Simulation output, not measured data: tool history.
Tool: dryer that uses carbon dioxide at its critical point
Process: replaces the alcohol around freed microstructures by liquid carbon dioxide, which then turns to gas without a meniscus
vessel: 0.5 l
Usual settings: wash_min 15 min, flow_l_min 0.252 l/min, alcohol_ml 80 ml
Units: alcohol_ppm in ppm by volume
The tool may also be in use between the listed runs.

{"run": 1, "hour": 0.0, "wash_min": 15, "flow_l_min": 0.252, "alcohol_ml": 80, "alcohol_ppm": 343}
{"run": 2, "hour": 47.8, "wash_min": 15, "flow_l_min": 0.252, "alcohol_ml": 80, "alcohol_ppm": 370}
{"run": 3, "hour": 94.5, "wash_min": 15, "flow_l_min": 0.252, "alcohol_ml": 105, "alcohol_ppm": 457}
{"run": 4, "hour": 117.6, "wash_min": 15, "flow_l_min": 0.252, "alcohol_ml": 80, "alcohol_ppm": 398}
{"run": 5, "hour": 150.8, "wash_min": 15, "flow_l_min": 0.238, "alcohol_ml": 80, "alcohol_ppm": 525}
{"run": 6, "hour": 180.6, "wash_min": 15, "flow_l_min": 0.252, "alcohol_ml": 80, "alcohol_ppm": 427}
{"run": 7, "hour": 207.9, "wash_min": 15, "flow_l_min": 0.252, "alcohol_ml": 80, "alcohol_ppm": 440}
{"run": 8, "hour": 249.9, "wash_min": 15, "flow_l_min": 0.252, "alcohol_ml": 80, "alcohol_ppm": 455}
{"run": 9, "hour": 290.0, "wash_min": 15, "flow_l_min": 0.252, "alcohol_ml": 22, "alcohol_ppm": 233}
{"run": 10, "hour": 344.0, "wash_min": 15, "flow_l_min": 0.252, "alcohol_ml": 22, "alcohol_ppm": 244}
{"run": 11, "hour": 391.0, "wash_min": 15, "flow_l_min": 0.252, "alcohol_ml": 22, "alcohol_ppm": 258}
{"run": 12, "hour": 434.2, "wash_min": 15, "flow_l_min": 0.252, "alcohol_ml": 22, "alcohol_ppm": 278}
{"run": 13, "hour": 479.5, "wash_min": 15, "flow_l_min": 0.252, "alcohol_ml": 22, "alcohol_ppm": 277}
{"run": 14, "hour": 521.3, "wash_min": 15, "flow_l_min": 0.252, "alcohol_ml": 80, "alcohol_ppm": 641}
{"hour": 537.1, "done": "purifier's bed changed"}
{"run": 15, "hour": 574.4, "wash_min": 15, "flow_l_min": 0.252, "alcohol_ml": 80, "alcohol_ppm": 542}
{"run": 16, "hour": 610.4, "wash_min": 15, "flow_l_min": 0.252, "alcohol_ml": 80, "alcohol_ppm": 539}
{"hour": 628.5, "done": "inlet filter changed"}
{"run": 17, "hour": 655.2, "wash_min": 15, "flow_l_min": 0.252, "alcohol_ml": 80, "alcohol_ppm": 259}
{"run": 18, "hour": 679.6, "wash_min": 15, "flow_l_min": 0.252, "alcohol_ml": 48, "alcohol_ppm": 160}
{"run": 19, "hour": 714.0, "wash_min": 15, "flow_l_min": 0.252, "alcohol_ml": 48, "alcohol_ppm": 179}
{"run": 20, "hour": 743.3, "wash_min": 15, "flow_l_min": 0.252, "alcohol_ml": 48, "alcohol_ppm": 194}
{"run": 21, "hour": 792.3, "wash_min": 15, "flow_l_min": 0.222, "alcohol_ml": 37, "alcohol_ppm": 311}
{"run": 22, "hour": 823.5, "wash_min": 15, "flow_l_min": 0.252, "alcohol_ml": 30, "alcohol_ppm": 141}
{"run": 23, "hour": 851.9, "wash_min": 15, "flow_l_min": 0.252, "alcohol_ml": 35, "alcohol_ppm": 175}
{"run": 24, "hour": 903.0, "wash_min": 12, "flow_l_min": 0.252, "alcohol_ml": 35, "alcohol_ppm": 558}
{"run": 25, "hour": 929.3, "wash_min": 14, "flow_l_min": 0.211, "alcohol_ml": 42, "alcohol_ppm": 750}
{"run": 26, "hour": 963.0, "wash_min": 14, "flow_l_min": 0.418, "alcohol_ml": 21, "alcohol_ppm": 47}
{"run": 27, "hour": 1012.5, "wash_min": 15, "flow_l_min": 0.188, "alcohol_ml": 81, "alcohol_ppm": 1902}
{"run": 28, "hour": 1051.7, "wash_min": 15, "flow_l_min": 0.178, "alcohol_ml": 81, "alcohol_ppm": 2451}
{"run": 29, "hour": 1090.1, "wash_min": 15, "flow_l_min": 0.178, "alcohol_ml": 81, "alcohol_ppm": 2593}
{"run": 30, "hour": 1117.9, "wash_min": 15, "flow_l_min": 0.251, "alcohol_ml": 80, "alcohol_ppm": 540}
{"run": 31, "hour": 1160.2, "wash_min": 15, "flow_l_min": 0.204, "alcohol_ml": 80, "alcohol_ppm": 1541}
{"run": 32, "hour": 1183.1, "wash_min": 15, "flow_l_min": 0.158, "alcohol_ml": 62, "alcohol_ppm": 3432}
{"run": 33, "hour": 1228.5, "wash_min": 22, "flow_l_min": 0.158, "alcohol_ml": 55, "alcohol_ppm": 651}
{"hour": 1254.9, "done": "inlet filter changed"}
{"run": 34, "hour": 1266.6, "wash_min": 22, "flow_l_min": 0.158, "alcohol_ml": 55, "alcohol_ppm": 329}
{"run": 35, "hour": 1314.2, "wash_min": 13, "flow_l_min": 0.4, "alcohol_ml": 25, "alcohol_ppm": 83}
{"run": 36, "hour": 1357.2, "wash_min": 21, "flow_l_min": 0.252, "alcohol_ml": 80, "alcohol_ppm": 97}
{"run": 37, "hour": 1402.8, "wash_min": 17, "flow_l_min": 0.308, "alcohol_ml": 80, "alcohol_ppm": 112}

3 ways to go on from here, each from the tool as it stands after run 37. What would each give?
{"run": "A", "hour": 1455.4, "wash_min": 15, "flow_l_min": 0.252, "alcohol_ml": 29, "alcohol_ppm": "?"}
{"run": "B", "hour": 1455.4, "wash_min": 15, "flow_l_min": 0.252, "alcohol_ml": 83, "alcohol_ppm": "?"}
{"run": "C", "hour": 1455.4, "wash_min": 17, "flow_l_min": 0.274, "alcohol_ml": 80, "alcohol_ppm": "?"}

run=A alcohol_ppm=198
run=B alcohol_ppm=404
run=C alcohol_ppm=162
Without the tool's hidden state the same runs would have given:
run=A alcohol_ppm=88
run=B alcohol_ppm=240
run=C alcohol_ppm=58
